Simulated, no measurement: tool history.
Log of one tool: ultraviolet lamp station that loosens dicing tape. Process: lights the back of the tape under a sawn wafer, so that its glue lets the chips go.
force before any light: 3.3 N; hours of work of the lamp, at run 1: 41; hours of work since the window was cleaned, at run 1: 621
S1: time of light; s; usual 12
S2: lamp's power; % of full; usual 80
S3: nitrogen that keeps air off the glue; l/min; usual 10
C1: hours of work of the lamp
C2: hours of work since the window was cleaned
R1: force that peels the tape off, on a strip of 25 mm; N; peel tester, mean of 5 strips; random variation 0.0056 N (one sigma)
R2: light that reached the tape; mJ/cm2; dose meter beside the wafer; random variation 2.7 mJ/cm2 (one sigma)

run,hour,S1,S2,S3,C1,C2,R1,R2
1,0,12,80,10,41,621,0.175,302
2,16,12,80,10,53,633,0.177,300
3,32.1,12,80,10,65,645,0.161,296
# hour 43.8: window cleaned of glue's vapour
4,44.5,12,80,10,74,0,0.213,264
5,61.2,12,80,10,86,13,0.219,258
6,70.3,11,80,10,93,20,0.261,232
# hour 80.8: window cleaned of glue's vapour, once more
7,89.2,21,80,10,107,6,0.092,623
8,100.2,21,82,10,115,15,0.102,644
9,116.8,10,80,10,127,27,0.178,294
10,135.2,12,84,10,141,41,0.134,375
11,146.7,12,84,10,150,49,0.133,368
12,162.2,12,84,10,161,61,0.124,370
13,180.4,12,84,10,175,75,0.134,369
14,198.5,12,84,10,189,88,0.123,362
15,217.5,12,80,10,203,103,0.129,341
16,229.3,12,80,10,212,111,0.139,342
17,245.9,12,80,4,224,124,0.228,342
18,258.8,12,80,4,234,134,0.231,338
19,274,12,80,4,245,145,0.238,343
20,285.5,12,80,4,254,154,0.236,336
21,303.3,12,80,10,267,167,0.146,329
22,318.8,8,80,10,279,179,0.288,220
23,337.6,9,80,9,293,193,0.248,248
24,348.5,9,80,9,301,201,0.25,248
25,365.5,9,69,9,314,214,0.331,213
26,382.8,9,66,8,327,227,0.394,200
27,402.7,8,73,16,342,241,0.299,195
28,416.1,6,73,16,352,251,0.495,144
29,434.5,22,77,7,366,265,0.105,563
30,444.6,22,77,7,373,273,0.099,567
31,461.1,22,77,7,386,285,0.098,556
32,473.1,8,83,8,395,294,0.323,217
33,483.3,8,73,8,402,302,0.425,190
34,493,8,73,8,410,309,0.434,190
35,510.6,8,73,8,423,322,0.436,187
36,526.1,15,73,8,434,334,0.153,348
37,535.2,15,73,8,441,341,0.15,347
38,545,6,72,6,449,348,0.82,136
39,554.7,8,94,10,456,355,0.256,238
40,564.4,8,81,10,463,363,0.331,206
41,577.4,6,92,11,473,372,0.433,171
42,593.3,7,64,10,485,384,0.645,141
43,613.8,7,64,10,500,400,0.642,140

Some steps in R1 between neighbouring runs. How much of each would the tool show without its hidden state too (settings, what came in, random variation), and how much is left for the hidden state, with any gauge scatter that isn't in both results?
The hidden state here: lamp's light, % of a new lamp's; light that the window lets through, % of a clean one's; drift of the gauge itself on peel_n, %; drift of the gauge itself on dose_mj_cm2, %.
Run 6 -> 7: S1 11 -> 21, window cleaned of glue's vapour, once more. R1 -0.169 N: hidden state -0.115, all else -0.054.
Run 28 -> 29: S1 6 -> 22, S2 73 -> 77, S3 16 -> 7. R1 -0.39 N: hidden state -0.105, all else -0.285.
Run 37 -> 38: S1 15 -> 6, S2 73 -> 72, S3 8 -> 6. R1 +0.67 N: hidden state +0.165, all else +0.505.
Run 38 -> 39: S1 6 -> 8, S2 72 -> 94, S3 6 -> 10. R1 -0.564 N: hidden state -0.119, all else -0.445.
